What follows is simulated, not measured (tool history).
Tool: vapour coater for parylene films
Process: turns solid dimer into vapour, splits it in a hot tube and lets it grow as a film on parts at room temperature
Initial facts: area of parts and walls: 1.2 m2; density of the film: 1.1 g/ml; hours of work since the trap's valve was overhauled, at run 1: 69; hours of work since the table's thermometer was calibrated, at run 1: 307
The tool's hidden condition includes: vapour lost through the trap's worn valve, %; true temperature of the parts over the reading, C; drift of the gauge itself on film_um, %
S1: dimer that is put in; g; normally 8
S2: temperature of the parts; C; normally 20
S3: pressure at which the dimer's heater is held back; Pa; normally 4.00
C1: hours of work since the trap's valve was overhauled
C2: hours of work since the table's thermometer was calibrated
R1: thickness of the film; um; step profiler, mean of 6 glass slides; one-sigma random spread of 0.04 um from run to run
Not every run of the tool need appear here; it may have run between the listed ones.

run     day  S1  S2     S3   C1   C2    R1
  1   0.000   8  20   4.00   69  307  4.26
  2   0.571   8  20   4.00   78  316  4.18
  3   1.125   8  20   4.00   88  326  4.20
  4   1.904   8  20  11.20  101  339  3.81
  5   2.467   8  20   4.00  110  348  4.19
  6   3.079   8  20   4.00  121  359  4.21
  7   3.638   8  20   4.00  130  368  4.16
  8   4.012   8  20   4.00  136  374  4.20
  9   4.667   8  20   4.00  147  385  4.15
 10   5.454   8  20   4.00  161  399  4.19
 11   6.133   8  15   4.00  172  410  4.79
 12   6.696   8  15   4.00  182  420  4.86
 13   7.050   8  15   4.00  188  426  4.83
 14   7.596   8  15   4.00  197  435  4.75
 15   8.233   8  15   3.16  208  446  4.87
 16   8.750   8  15   3.16  216  454  4.82
 17   9.146   8  15   3.16  223  461  4.94
 18   9.633   8  15   3.16  231  469  4.86
 19  10.154   8  15   3.16  240  478  4.79
 20  10.812   8  14   4.00  251  489  4.83
 21  11.188  12  15   9.95  257  495  6.37
 22  11.696   8  14   8.83  266  504  4.49
 23  12.383   8  32   4.00  278  516  2.84
 24  12.900   7  16   7.07  286  524  3.76
 25  13.662  11  16   7.07  299  537  5.94
 26  14.096  11  16   7.07  306  544  5.82
 27  14.600   3  22   9.76  315  553  1.28
 28  15.058   7  29  10.28  323  561  2.44
 29  15.538   6  20   4.00  331  569  3.07
 30  16.271   8  29   4.00  343  581  2.98
 31  16.892   8  29   4.00  354  592  3.07
 32  17.554   8  29   4.00  365  603  3.03

What will run 33 give?
 33  18.146   8  13  2.72  375  613   ?

Logged for run 33: R1 5.01 um.
If the tool had no hidden condition, the same run with the same run-to-run variation would have returned R1 5.43 um.

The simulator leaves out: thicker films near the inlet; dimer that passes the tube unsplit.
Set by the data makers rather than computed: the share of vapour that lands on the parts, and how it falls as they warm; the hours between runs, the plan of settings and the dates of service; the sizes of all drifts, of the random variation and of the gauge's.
